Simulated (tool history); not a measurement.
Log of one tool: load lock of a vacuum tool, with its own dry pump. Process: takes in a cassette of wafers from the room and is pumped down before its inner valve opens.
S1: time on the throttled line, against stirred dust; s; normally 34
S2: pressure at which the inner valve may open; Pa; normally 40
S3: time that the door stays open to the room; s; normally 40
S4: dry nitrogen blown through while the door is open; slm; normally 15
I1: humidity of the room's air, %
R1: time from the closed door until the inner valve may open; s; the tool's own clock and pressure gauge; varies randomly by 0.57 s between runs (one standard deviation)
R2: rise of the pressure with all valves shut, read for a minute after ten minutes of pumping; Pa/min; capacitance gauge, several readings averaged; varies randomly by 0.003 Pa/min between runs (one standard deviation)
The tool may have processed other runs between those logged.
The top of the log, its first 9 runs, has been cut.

{"run": 10, "hour": 3340.0, "S1": 34, "S2": 40, "S3": 40, "S4": 15, "I1": 46.2, "R1": 84.8, "R2": 0.123}
{"run": 11, "hour": 3919.4, "S1": 34, "S2": 40, "S3": 40, "S4": 15, "I1": 45.0, "R1": 86.1, "R2": 0.146}
{"run": 12, "hour": 4366.1, "S1": 34, "S2": 40, "S3": 40, "S4": 37, "I1": 42.4, "R1": 85.8, "R2": 0.153}
{"run": 13, "hour": 4956.3, "S1": 62, "S2": 40, "S3": 40, "S4": 15, "I1": 41.7, "R1": 105.3, "R2": 0.191}
{"run": 14, "hour": 5290.2, "S1": 20, "S2": 40, "S3": 40, "S4": 15, "I1": 45.0, "R1": 77.4, "R2": 0.204}
{"run": 15, "hour": 5620.2, "S1": 34, "S2": 40, "S3": 40, "S4": 8, "I1": 44.8, "R1": 85.4, "R2": 0.22}
{"run": 16, "hour": 5958.2, "S1": 34, "S2": 40, "S3": 40, "S4": 15, "I1": 44.2, "R1": 87.6, "R2": 0.235}
{"run": 17, "hour": 6430.5, "S1": 34, "S2": 40, "S3": 40, "S4": 15, "I1": 44.6, "R1": 87.1, "R2": 0.264}
{"run": 18, "hour": 6896.4, "S1": 34, "S2": 40, "S3": 40, "S4": 15, "I1": 47.1, "R1": 87.4, "R2": 0.293}
{"hour": 7041.1, "done": "door's seal changed, seat wiped"}
{"run": 19, "hour": 7424.0, "S1": 34, "S2": 40, "S3": 40, "S4": 15, "I1": 42.9, "R1": 88.1, "R2": 0.023}
{"run": 20, "hour": 7872.8, "S1": 28, "S2": 40, "S3": 106, "S4": 34, "I1": 47.0, "R1": 82.8, "R2": 0.022}
{"run": 21, "hour": 8161.3, "S1": 28, "S2": 40, "S3": 106, "S4": 34, "I1": 49.9, "R1": 83.3, "R2": 0.035}
{"run": 22, "hour": 8689.7, "S1": 28, "S2": 40, "S3": 106, "S4": 34, "I1": 45.2, "R1": 82.5, "R2": 0.046}
{"run": 23, "hour": 9034.7, "S1": 51, "S2": 40, "S3": 40, "S4": 15, "I1": 49.5, "R1": 101.0, "R2": 0.057}
{"run": 24, "hour": 9586.5, "S1": 48, "S2": 75, "S3": 148, "S4": 29, "I1": 43.0, "R1": 92.9, "R2": 0.071}
{"run": 25, "hour": 10105.3, "S1": 48, "S2": 75, "S3": 39, "S4": 5, "I1": 44.6, "R1": 94.1, "R2": 0.09}
{"run": 26, "hour": 10573.2, "S1": 48, "S2": 38, "S3": 223, "S4": 5, "I1": 44.6, "R1": 99.9, "R2": 0.117}
{"run": 27, "hour": 11036.3, "S1": 29, "S2": 69, "S3": 223, "S4": 6, "I1": 42.9, "R1": 81.7, "R2": 0.134}
{"run": 28, "hour": 11639.6, "S1": 34, "S2": 40, "S3": 84, "S4": 6, "I1": 42.3, "R1": 90.6, "R2": 0.151}
{"run": 29, "hour": 12017.5, "S1": 63, "S2": 40, "S3": 40, "S4": 15, "I1": 44.9, "R1": 109.5, "R2": 0.161}
{"run": 30, "hour": 12492.2, "S1": 34, "S2": 40, "S3": 31, "S4": 15, "I1": 45.0, "R1": 90.7, "R2": 0.181}
{"run": 31, "hour": 12884.4, "S1": 34, "S2": 40, "S3": 31, "S4": 15, "I1": 44.1, "R1": 90.6, "R2": 0.202}

Expected results for the next run?
{"run": 32, "hour": 13207.1, "S1": 62, "S2": 51, "S3": 145, "S4": 22, "I1": 47.5, "R1": "?", "R2": "?"}

Run 32 yielded R1 108.8 s, R2 0.228 Pa/min.
With no hidden state in the tool, this same run would have given R1 100.4 s, R2 0.029 Pa/min.

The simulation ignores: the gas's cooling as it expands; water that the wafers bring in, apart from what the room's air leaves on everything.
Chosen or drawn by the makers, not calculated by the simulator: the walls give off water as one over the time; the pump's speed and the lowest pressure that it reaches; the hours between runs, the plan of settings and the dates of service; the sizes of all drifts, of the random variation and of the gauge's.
